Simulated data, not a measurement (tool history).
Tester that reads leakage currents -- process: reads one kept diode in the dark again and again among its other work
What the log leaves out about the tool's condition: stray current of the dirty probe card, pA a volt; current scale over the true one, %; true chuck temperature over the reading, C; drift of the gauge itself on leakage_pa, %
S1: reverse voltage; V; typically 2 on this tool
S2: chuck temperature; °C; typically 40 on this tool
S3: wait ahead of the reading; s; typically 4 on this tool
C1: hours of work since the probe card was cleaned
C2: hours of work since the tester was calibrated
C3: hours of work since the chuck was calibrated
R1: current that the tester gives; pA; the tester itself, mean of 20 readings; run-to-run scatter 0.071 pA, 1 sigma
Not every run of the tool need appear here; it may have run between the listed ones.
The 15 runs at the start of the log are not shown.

run 16 hour=507.8 | S1=9.76 S2=48 S3=4 | C1=1213 C2=1050 C3=84 | R1=73.19
run 17 hour=554.1 | S1=9.76 S2=48 S3=4 | C1=1249 C2=1086 C3=120 | R1=74.01
-- hour=573.4 probe card cleaned and baked
run 18 hour=588.7 | S1=2 S2=39 S3=4 | C1=12 C2=1111 C3=144 | R1=15.39
run 19 hour=631.8 | S1=2 S2=39 S3=4 | C1=46 C2=1145 C3=178 | R1=15.6
run 20 hour=669.1 | S1=2 S2=39 S3=4 | C1=75 C2=1174 C3=207 | R1=15.66
run 21 hour=713.5 | S1=2 S2=39 S3=4 | C1=109 C2=1209 C3=242 | R1=15.87
run 22 hour=758.1 | S1=1.36 S2=22 S3=2.68 | C1=144 C2=1243 C3=277 | R1=3.19
run 23 hour=789 | S1=4.2 S2=40 S3=4 | C1=168 C2=1268 C3=301 | R1=22.32
run 24 hour=837.6 | S1=1.63 S2=35 S3=1.87 | C1=206 C2=1306 C3=339 | R1=10.75
run 25 hour=884.9 | S1=14.63 S2=49 S3=1.45 | C1=243 C2=1343 C3=376 | R1=72.85
run 26 hour=932.4 | S1=11.84 S2=59 S3=1.45 | C1=280 C2=1380 C3=413 | R1=145.43
run 27 hour=975.4 | S1=11.84 S2=59 S3=1.45 | C1=314 C2=1413 C3=446 | R1=146.7
run 28 hour=1005 | S1=11.84 S2=34 S3=3.81 | C1=337 C2=1436 C3=470 | R1=24.07
run 29 hour=1028.4 | S1=2 S2=40 S3=1.57 | C1=355 C2=1455 C3=488 | R1=18.36
run 30 hour=1070.7 | S1=7.52 S2=40 S3=0.43 | C1=388 C2=1488 C3=521 | R1=31.59
run 31 hour=1097 | S1=2.02 S2=46 S3=0.38 | C1=409 C2=1508 C3=541 | R1=30.31
run 32 hour=1146 | S1=2.02 S2=46 S3=0.38 | C1=447 C2=1546 C3=580 | R1=30.66
run 33 hour=1174.3 | S1=2.02 S2=46 S3=0.38 | C1=469 C2=1569 C3=602 | R1=30.66
run 34 hour=1203.5 | S1=2.02 S2=46 S3=0.38 | C1=492 C2=1591 C3=625 | R1=30.62
run 35 hour=1228.4 | S1=2 S2=40 S3=7.28 | C1=512 C2=1611 C3=644 | R1=18.79
run 36 hour=1252.6 | S1=2 S2=39 S3=4 | C1=530 C2=1630 C3=663 | R1=17.37
run 37 hour=1303.2 | S1=2 S2=35 S3=4 | C1=570 C2=1669 C3=702 | R1=12.98

What will run 38 give?
run 38 hour=1326 | S1=2 S2=29 S3=2.92 | C1=588 C2=1687 C3=720 | R1=?

R1: 8.32 pA
Had the tool carried no hidden state, the very same run would have given R1 6.12 pA.

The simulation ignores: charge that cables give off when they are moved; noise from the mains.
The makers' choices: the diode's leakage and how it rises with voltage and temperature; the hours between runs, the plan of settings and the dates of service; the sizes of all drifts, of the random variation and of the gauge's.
